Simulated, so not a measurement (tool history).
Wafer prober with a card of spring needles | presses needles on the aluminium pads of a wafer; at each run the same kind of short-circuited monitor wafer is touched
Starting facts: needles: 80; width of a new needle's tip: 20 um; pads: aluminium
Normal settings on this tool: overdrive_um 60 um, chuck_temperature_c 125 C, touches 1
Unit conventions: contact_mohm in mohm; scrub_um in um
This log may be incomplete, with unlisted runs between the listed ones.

Run 1, hour 0.0: usual settings. Result: contact_mohm 268 mohm, scrub_um 11.83 um.
Run 2, hour 10.8: usual settings but touches 2. Result: contact_mohm 277 mohm, scrub_um 11.80 um.
Run 3, hour 16.6: usual settings but touches 2. Result: contact_mohm 276 mohm, scrub_um 11.68 um.
At hour 18.4: tips cleaned on abrasive film.
Run 4, hour 24.0: usual settings but touches 2. Result: contact_mohm 272 mohm, scrub_um 11.79 um.
Run 5, hour 30.6: usual settings but overdrive_um 75 um. Result: contact_mohm 273 mohm, scrub_um 14.52 um.
At hour 37.8: tips cleaned on abrasive film.
Run 6, hour 41.9: usual settings but overdrive_um 75 um. Result: contact_mohm 265 mohm, scrub_um 14.89 um.
Run 7, hour 50.4: usual settings but overdrive_um 75 um. Result: contact_mohm 272 mohm, scrub_um 14.64 um.
At hour 57.3: tips cleaned on abrasive film.
Run 8, hour 58.3: usual settings. Result: contact_mohm 267 mohm, scrub_um 11.69 um.
Run 9, hour 70.1: usual settings. Result: contact_mohm 287 mohm, scrub_um 11.72 um.
At hour 77.0: tips cleaned on abrasive film.
Run 10, hour 80.0: usual settings. Result: contact_mohm 272 mohm, scrub_um 11.83 um.
Run 11, hour 87.2: usual settings but chuck_temperature_c 75 C. Result: contact_mohm 273 mohm, scrub_um 11.68 um.
At hour 96.4: tips cleaned on abrasive film.
Run 12, hour 96.4: usual settings. Result: contact_mohm 270 mohm, scrub_um 11.74 um.
Run 13, hour 101.1: usual settings but chuck_temperature_c 85 C. Result: contact_mohm 271 mohm, scrub_um 11.71 um.
Run 14, hour 108.1: usual settings but chuck_temperature_c 85 C. Result: contact_mohm 274 mohm, scrub_um 11.68 um.
At hour 115.6: tips cleaned on abrasive film.
Run 15, hour 115.6: usual settings but chuck_temperature_c 85 C. Result: contact_mohm 255 mohm, scrub_um 11.63 um.
Run 16, hour 123.2: usual settings but overdrive_um 78 um, chuck_temperature_c 85 C. Result: contact_mohm 260 mohm, scrub_um 15.37 um.
Run 17, hour 130.1: usual settings but overdrive_um 78 um, chuck_temperature_c 110 C. Result: contact_mohm 273 mohm, scrub_um 15.20 um.
At hour 134.8: tips cleaned on abrasive film.
Run 18, hour 135.6: usual settings but overdrive_um 78 um, chuck_temperature_c 66 C. Result: contact_mohm 247 mohm, scrub_um 15.39 um.
Run 19, hour 140.5: usual settings but overdrive_um 78 um, chuck_temperature_c 66 C. Result: contact_mohm 250 mohm, scrub_um 15.22 um.
Run 20, hour 145.4: usual settings but overdrive_um 73 um, chuck_temperature_c 57 C, touches 3. Result: contact_mohm 249 mohm, scrub_um 14.29 um.
Run 21, hour 151.9: usual settings but overdrive_um 48 um, chuck_temperature_c 57 C, touches 3. Result: contact_mohm 269 mohm, scrub_um 9.41 um.
At hour 154.6: tips cleaned on abrasive film.
Run 22, hour 163.0: usual settings but chuck_temperature_c 64 C. Result: contact_mohm 262 mohm, scrub_um 11.67 um.
Run 23, hour 170.5: usual settings but overdrive_um 52 um, chuck_temperature_c 25 C. Result: contact_mohm 280 mohm, scrub_um 10.05 um.
At hour 174.4: tips cleaned on abrasive film.
Run 24, hour 182.2: usual settings but chuck_temperature_c 51 C. Result: contact_mohm 264 mohm, scrub_um 11.84 um.
Run 25, hour 192.1: usual settings but overdrive_um 48 um, chuck_temperature_c 79 C, touches 2. Result: contact_mohm 283 mohm, scrub_um 9.43 um.
At hour 193.7: tips cleaned on abrasive film.
Run 26, hour 202.0: usual settings but overdrive_um 74 um, chuck_temperature_c 51 C. Result: contact_mohm 254 mohm, scrub_um 14.38 um.
At hour 213.0: tips cleaned on abrasive film.
Run 27, hour 213.0: usual settings but overdrive_um 74 um, chuck_temperature_c 51 C. Result: contact_mohm 242 mohm, scrub_um 14.46 um.
Run 28, hour 220.9: usual settings but overdrive_um 68 um, chuck_temperature_c 36 C. Result: contact_mohm 253 mohm, scrub_um 13.18 um.
Run 29, hour 231.5: usual settings but overdrive_um 47 um, chuck_temperature_c 41 C. Result: contact_mohm 293 mohm, scrub_um 9.01 um.
At hour 232.2: tips cleaned on abrasive film.
Run 30, hour 237.2: usual settings but overdrive_um 47 um, chuck_temperature_c 41 C. Result: contact_mohm 269 mohm, scrub_um 9.11 um.
Run 31, hour 248.8: usual settings but chuck_temperature_c 69 C. Result: contact_mohm 281 mohm, scrub_um 11.75 um.
At hour 251.6: tips cleaned on abrasive film.
Run 32, hour 253.9: usual settings but chuck_temperature_c 30 C. Result: contact_mohm 247 mohm, scrub_um 11.61 um.
Run 33, hour 258.9: usual settings but chuck_temperature_c 30 C. Result: contact_mohm 258 mohm, scrub_um 11.44 um.
Run 34, hour 268.8: usual settings but chuck_temperature_c 39 C. Result: contact_mohm 271 mohm, scrub_um 11.62 um.

Here are 4 independent what-if runs from the current tool condition. What would each one return?
At hour 270.7: tips cleaned on abrasive film.
Run A, hour 276.3: usual settings but overdrive_um 55 um, chuck_temperature_c 64 C. Result: contact_mohm ?, scrub_um ?.
At hour 270.7: tips cleaned on abrasive film.
Run B, hour 276.3: usual settings but chuck_temperature_c 82 C. Result: contact_mohm ?, scrub_um ?.
At hour 270.7: tips cleaned on abrasive film.
Run C, hour 276.3: usual settings but overdrive_um 61 um, chuck_temperature_c 39 C, touches 2. Result: contact_mohm ?, scrub_um ?.
At hour 270.7: tips cleaned on abrasive film.
Run D, hour 276.3: usual settings but chuck_temperature_c 98 C, touches 2. Result: contact_mohm ?, scrub_um ?.

run  contact_mohm  scrub_um
  A           272     10.42
  B           271     11.57
  C           254     11.78
  D           269     11.46
The same runs, with their run-to-run variation unchanged, on a tool lacking any hidden condition would have given:
run  contact_mohm  scrub_um
  A           252     10.71
  B           255     11.87
  C           243     12.08
  D           259     11.76
